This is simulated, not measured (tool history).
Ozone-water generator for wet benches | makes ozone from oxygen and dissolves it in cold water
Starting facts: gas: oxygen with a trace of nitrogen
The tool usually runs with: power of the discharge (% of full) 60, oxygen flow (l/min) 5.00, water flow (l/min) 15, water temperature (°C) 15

run    hour  power of the discharge (% of full)  oxygen flow (l/min)  water flow (l/min)  water temperature (°C)  dissolved ozone (ppm)  ozone in the gas ahead of the water (g/m3)
  1     0.0                                  60                 5.00                  15                      15                   23.6                                       163.3
  2    52.4                                  60                 3.02                  15                      15                   20.8                                       192.2
  3   109.7                                  60                 5.00                  15                       8                   26.1                                       162.9
  4   162.9                                  52                 5.00                  15                       8                   23.6                                       149.1
  5   219.7                                  52                 5.00                  15                       8                   23.4                                       148.1
  6   256.2                                  52                 5.00                  15                       8                   23.4                                       147.5
  7   285.3                                  52                 5.00                  15                       8                   23.8                                       147.3
  8   342.9                                  52                 5.54                  15                       8                   23.8                                       142.4
  9   386.8                                  66                 5.00                  15                      15                   25.0                                       174.3
 10   442.2                                  60                 5.00                  15                      15                   23.4                                       164.0
 11   494.8                                  60                 5.00                  12                      15                   27.7                                       163.5
 12   541.4                                  60                 5.00                  12                      15                   26.9                                       163.8
 13   581.0                                  60                 5.00                  15                      15                   23.4                                       163.5
 14   611.6                                  60                 5.00                  15                      15                   23.2                                       164.0
 15   660.9                                  60                 5.00                  15                      15                   23.1                                       162.7
 16   707.6                                  60                 5.00                  15                      15                   23.7                                       164.5
 17   755.1                                  60                 5.00                  15                      15                   23.6                                       163.4
 18   798.5                                  79                 5.26                  17                      15                   26.2                                       193.2
 19   837.1                                  79                 3.65                  20                      15                   20.6                                       218.8
 20   879.2                                  69                 5.00                  13                      15                   28.7                                       178.1
 21   927.1                                  89                 5.00                  16                      15                   28.9                                       212.9
 22   984.5                                  90                 2.72                  12                       9                   34.1                                       263.3
 23  1015.6                                  91                 8.10                   9                      15                   42.5                                       184.8
 24  1060.0                                  91                 8.10                   9                      15                   42.9                                       184.3
 25  1086.1                                  94                 5.00                  14                      15                   33.6                                       219.9
 26  1131.7                                  40                 4.91                  10                      12                   24.8                                       125.4
 27  1189.4                                  40                 4.91                  10                      12                   24.7                                       123.8
 28  1214.7                                  47                 5.00                  13                      18                   21.0                                       138.1
 29  1272.0                                  47                 5.00                  13                      18                   20.8                                       137.7
 30  1309.7                                  80                 4.10                  10                      18                   34.4                                       210.2
 31  1344.8                                  80                 4.10                  10                      18                   34.5                                       212.5
 32  1372.0                                  80                 4.10                  10                      18                   34.5                                       211.9
 33  1423.2                                  60                 2.58                  23                      15                   13.3                                       201.6
 34  1476.9                                  60                 2.58                  23                      15                   13.1                                       203.6

Between the runs listed above, the log contained 1 entry, not reproduced here. Where in the sequence does each belong, and how does what the log doesn't record of the tool's condition differ from the listed run before to the listed run after?
From run 1 to run 2: contactor cleaned (hour 49.6)
  contactor's efficiency, % of a clean one's: 99.9 -> 100
